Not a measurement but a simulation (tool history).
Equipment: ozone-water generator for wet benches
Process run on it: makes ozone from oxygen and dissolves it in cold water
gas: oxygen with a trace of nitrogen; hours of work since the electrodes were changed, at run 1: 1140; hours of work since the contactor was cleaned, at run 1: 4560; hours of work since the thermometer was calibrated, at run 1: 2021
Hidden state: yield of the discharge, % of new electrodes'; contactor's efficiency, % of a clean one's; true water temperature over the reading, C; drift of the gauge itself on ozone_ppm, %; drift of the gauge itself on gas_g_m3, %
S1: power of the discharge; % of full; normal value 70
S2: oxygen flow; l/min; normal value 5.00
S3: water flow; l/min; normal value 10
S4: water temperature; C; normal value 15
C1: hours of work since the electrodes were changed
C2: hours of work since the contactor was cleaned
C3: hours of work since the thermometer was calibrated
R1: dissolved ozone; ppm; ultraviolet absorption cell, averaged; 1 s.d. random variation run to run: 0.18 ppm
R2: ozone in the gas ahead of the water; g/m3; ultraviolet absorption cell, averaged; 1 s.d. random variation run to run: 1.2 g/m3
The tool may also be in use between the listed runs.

run,hour,S1,S2,S3,S4,C1,C2,C3,R1,R2
1,0.0,70,5.00,10,15,1140,4560,2021,24.8,207.4
2,34.2,94,5.00,10,15,1171,4591,2052,30.3,252.1
3,69.6,94,5.00,10,15,1203,4624,2084,30.6,256.2
4,105.3,94,5.00,10,15,1236,4656,2117,30.4,254.7
5,132.6,94,5.00,10,15,1261,4681,2142,30.3,254.6
6,163.0,94,5.00,15,15,1288,4709,2169,20.6,257.1
7,204.7,94,5.00,10,15,1326,4747,2207,30.1,252.7
8,226.5,94,5.00,10,15,1346,4766,2227,30.1,254.3
9,266.5,70,5.00,10,15,1383,4803,2264,24.8,207.9
# hour 270.6: water thermometer calibrated
10,295.9,70,5.00,10,15,1409,4829,23,24.6,207.4
11,337.8,70,5.00,10,15,1447,4867,61,24.4,206.7
12,360.1,70,5.00,10,15,1467,4887,81,24.8,207.4
13,401.6,70,5.00,10,15,1505,4925,119,24.6,206.0
14,420.8,70,5.00,10,15,1522,4943,137,24.4,208.1
15,449.3,70,5.00,10,15,1548,4968,162,24.7,205.6
# hour 468.4: water thermometer calibrated, once more
16,482.6,70,3.78,10,15,1578,4998,13,23.8,227.3
17,503.8,70,5.24,12,15,1597,5018,32,21.0,203.7
18,539.1,84,5.00,10,15,1630,5050,64,27.6,233.4
19,559.4,70,5.00,7,15,1648,5068,83,32.6,204.6
20,598.5,91,7.47,14,10,1684,5104,118,24.3,212.2
21,617.8,58,2.79,9,17,1701,5121,136,21.2,223.3
22,636.8,77,4.15,6,15,1718,5139,153,38.8,234.3
23,671.3,65,3.00,6,15,1750,5170,185,34.1,234.2
24,709.8,65,3.00,6,15,1785,5205,220,34.1,233.3
25,728.2,65,3.00,6,15,1802,5222,236,34.0,236.3
26,760.2,71,3.37,14,16,1831,5251,265,16.4,241.0

For some of the steps in R1 from one run to the next: how much would appear even if the tool had no hidden state, given the settings, what came in and random variation, and how much remains for the hidden state plus any gauge scatter that the measured result and the result without hidden state don't share?
Run 21 -> 22: S1 58 -> 77, S2 2.79 -> 4.15, S3 9 -> 6, S4 17 -> 15. R1 +17.6 ppm: hidden state -1.1, all else +18.7.
Run 25 -> 26: S1 65 -> 71, S2 3.00 -> 3.37, S3 6 -> 14, S4 15 -> 16. R1 -17.6 ppm: hidden state +0.8, all else -18.4.
